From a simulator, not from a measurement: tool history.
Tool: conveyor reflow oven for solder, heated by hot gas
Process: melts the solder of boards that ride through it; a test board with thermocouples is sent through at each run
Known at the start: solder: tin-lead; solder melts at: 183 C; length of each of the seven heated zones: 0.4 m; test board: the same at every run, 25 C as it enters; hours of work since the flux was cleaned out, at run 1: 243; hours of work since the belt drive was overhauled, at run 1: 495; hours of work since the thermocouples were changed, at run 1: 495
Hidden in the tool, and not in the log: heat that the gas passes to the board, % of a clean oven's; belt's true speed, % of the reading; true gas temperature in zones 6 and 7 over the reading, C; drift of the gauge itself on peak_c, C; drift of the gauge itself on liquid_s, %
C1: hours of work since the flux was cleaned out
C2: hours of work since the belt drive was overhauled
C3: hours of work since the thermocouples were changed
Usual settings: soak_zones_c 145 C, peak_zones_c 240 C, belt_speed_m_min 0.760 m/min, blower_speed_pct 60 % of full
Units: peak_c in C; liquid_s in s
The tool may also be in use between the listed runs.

Run 1, hour 0.0: usual settings; C1 243; C2 495; C3 495. Result: peak_c 219.6 C, liquid_s 50.6 s.
Run 2, hour 37.4: usual settings; C1 259; C2 511; C3 511. Result: peak_c 219.4 C, liquid_s 50.8 s.
Run 3, hour 94.6: usual settings but blower_speed_pct 73 % of full; C1 283; C2 535; C3 535. Result: peak_c 221.8 C, liquid_s 52.3 s.
Run 4, hour 138.2: usual settings but blower_speed_pct 73 % of full; C1 301; C2 554; C3 554. Result: peak_c 221.3 C, liquid_s 52.1 s.
Run 5, hour 169.6: usual settings; C1 315; C2 567; C3 567. Result: peak_c 219.6 C, liquid_s 50.5 s.
Run 6, hour 202.6: usual settings; C1 329; C2 581; C3 581. Result: peak_c 219.3 C, liquid_s 50.2 s.
Run 7, hour 242.9: usual settings but peak_zones_c 255 C; C1 346; C2 598; C3 598. Result: peak_c 231.9 C, liquid_s 57.4 s.
At hour 256.5: flux residue cleaned out of gas plates and filters.
Run 8, hour 290.0: usual settings but peak_zones_c 237 C; C1 14; C2 616; C3 616. Result: peak_c 217.9 C, liquid_s 49.6 s.
Run 9, hour 345.7: usual settings but soak_zones_c 155 C, peak_zones_c 236 C, blower_speed_pct 86 % of full; C1 38; C2 640; C3 640. Result: peak_c 222.2 C, liquid_s 56.3 s.
Run 10, hour 410.2: usual settings but peak_zones_c 238 C, belt_speed_m_min 0.837 m/min, blower_speed_pct 74 % of full; C1 65; C2 667; C3 667. Result: peak_c 217.6 C, liquid_s 44.9 s.
Run 11, hour 465.4: usual settings but peak_zones_c 238 C, belt_speed_m_min 0.837 m/min, blower_speed_pct 74 % of full; C1 89; C2 691; C3 691. Result: peak_c 217.5 C, liquid_s 44.8 s.

The next listed run, before its measurement:
Run 12, hour 505.2: usual settings but peak_zones_c 238 C, belt_speed_m_min 0.769 m/min, blower_speed_pct 64 % of full; C1 106; C2 708; C3 708. Result: peak_c ?, liquid_s ?.

{"run 12": {"peak_c": 218.6, "liquid_s": 49.8}}
Without the tool's hidden state the same run would have given peak_c 220.1 C, liquid_s 50.3 s.

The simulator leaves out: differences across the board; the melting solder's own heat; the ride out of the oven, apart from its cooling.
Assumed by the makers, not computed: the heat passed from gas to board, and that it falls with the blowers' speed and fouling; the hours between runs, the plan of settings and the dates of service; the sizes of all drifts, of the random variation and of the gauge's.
